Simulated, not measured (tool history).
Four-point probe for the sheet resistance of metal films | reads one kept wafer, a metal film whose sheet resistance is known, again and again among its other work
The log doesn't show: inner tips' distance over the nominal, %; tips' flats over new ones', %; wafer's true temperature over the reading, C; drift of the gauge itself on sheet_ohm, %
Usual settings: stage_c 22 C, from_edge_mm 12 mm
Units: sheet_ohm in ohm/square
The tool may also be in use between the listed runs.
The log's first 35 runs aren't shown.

run,hour,stage_c,from_edge_mm,touches since the probe head was changed,hours of work since the stage's thermometer was calibrated,sheet_ohm
36,566.9,23,34,32703,33,0.885152
37,576.3,22,36,33025,38,0.885933
38,589.5,29,4,33473,46,0.890725
39,607.0,29,4,34069,56,0.890382
40,620.6,29,4,34533,64,0.890815
41,638.2,29,4,35134,74,0.890391
42,658.4,29,4,35823,86,0.890424
43,670.3,28,6,36226,92,0.884900
44,682.9,34,4,36657,100,0.885784
45,700.3,20,18,37250,110,0.888702

Forecast each of these 3 alternatives for the next run:
A,712.8,31,18,37675,117,?
B,712.8,21,46,37675,117,?
C,712.8,25,7,37675,117,?

run,sheet_ohm
A,0.877320
B,0.887334
C,0.886711
Without the tool's hidden state the same runs would have given:
run,sheet_ohm
A,0.872134
B,0.882090
C,0.881472
